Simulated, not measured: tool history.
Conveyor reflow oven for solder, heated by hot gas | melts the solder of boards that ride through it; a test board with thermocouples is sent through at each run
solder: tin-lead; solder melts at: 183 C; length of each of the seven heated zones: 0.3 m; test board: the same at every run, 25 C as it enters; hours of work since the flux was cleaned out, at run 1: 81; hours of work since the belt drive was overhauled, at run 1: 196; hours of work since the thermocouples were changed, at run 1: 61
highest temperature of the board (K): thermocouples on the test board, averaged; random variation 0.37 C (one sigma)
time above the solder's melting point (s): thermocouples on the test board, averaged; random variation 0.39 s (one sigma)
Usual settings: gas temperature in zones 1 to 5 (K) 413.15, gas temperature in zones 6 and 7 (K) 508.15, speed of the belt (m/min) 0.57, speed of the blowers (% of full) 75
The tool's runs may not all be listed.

run	hour	gas temperature in zones 1 to 5 (K)	gas temperature in zones 6 and 7 (K)	speed of the belt (m/min)	speed of the blowers (% of full)	hours of work since the flux was cleaned out	hours of work since the belt drive was overhauled	hours of work since the thermocouples were changed	highest temperature of the board (K)	time above the solder's melting point (s)
1	0	413.15	508.15	0.57	75	81	196	61	493.15	49.3
2	40.6	413.15	508.15	0.57	75	109	224	89	492.65	49.2
3	76.9	413.15	508.15	0.57	75	134	250	115	492.55	48.5
# hour 107.9: flux residue cleaned out of gas plates and filters
4	112.3	413.15	508.15	0.57	75	3	271	136	493.15	48.6
5	169	413.15	508.15	0.57	75	43	311	176	492.25	49.7
6	200.8	413.15	508.15	0.634	75	65	333	198	488.85	41.3
7	237.4	413.15	508.15	0.634	75	91	358	224	489.15	42.1
8	262.9	413.15	508.15	0.634	75	108	376	241	489.15	41.9
9	304.6	413.15	508.15	0.634	75	138	405	271	488.65	42
# hour 333.4: flux residue cleaned out of gas plates and filters
10	345.2	413.15	508.15	0.57	75	8	430	295	492.75	49.8
11	404.4	413.15	508.15	0.57	86	50	472	337	495.25	51.4
12	431.6	419.15	508.15	0.531	75	69	491	356	495.95	56.9
13	483.5	401.15	508.15	0.531	75	105	527	392	492.95	50.1
14	542.7	401.15	508.15	0.531	75	146	569	434	493.25	50.6
# hour 556.5: flux residue cleaned out of gas plates and filters
15	582.2	401.15	518.15	0.504	87	18	593	458	506.75	60.6
16	636.9	413.15	508.15	0.57	71	56	631	496	491.55	48.4
17	666.4	402.15	508.15	0.658	75	77	652	517	485.55	35.3
18	697.8	402.15	508.15	0.658	75	99	673	539	485.35	35.3
19	741.8	402.15	503.15	0.491	78	130	704	569	492.15	54.7
20	771.6	402.15	503.15	0.491	78	150	725	590	491.95	54
# hour 780.7: flux residue cleaned out of gas plates and filters
# hour 784.7: belt drive overhauled, speed set with a stopwatch
21	825.4	413.15	517.15	0.475	65	28	28	622	503.45	66
22	851.1	411.15	502.15	0.57	75	46	46	640	487.75	45.4

Forecast each of these 4 alternatives for the next run:
A	885.9	411.15	501.15	0.605	62	71	71	664	?	?
B	885.9	413.15	511.15	0.57	75	71	71	664	?	?
C	885.9	411.15	502.15	0.646	53	71	71	664	?	?
D	885.9	413.15	508.15	0.655	75	71	71	664	?	?

run	highest temperature of the board (K)	time above the solder's melting point (s)
A	480.85	36.5
B	495.35	50.3
C	475.15	29.4
D	488.25	40.2
Without the tool's hidden state the same runs would have given:
run	highest temperature of the board (K)	time above the solder's melting point (s)
A	480.85	36.5
B	495.25	50.3
C	475.05	29.4
D	488.15	40.2
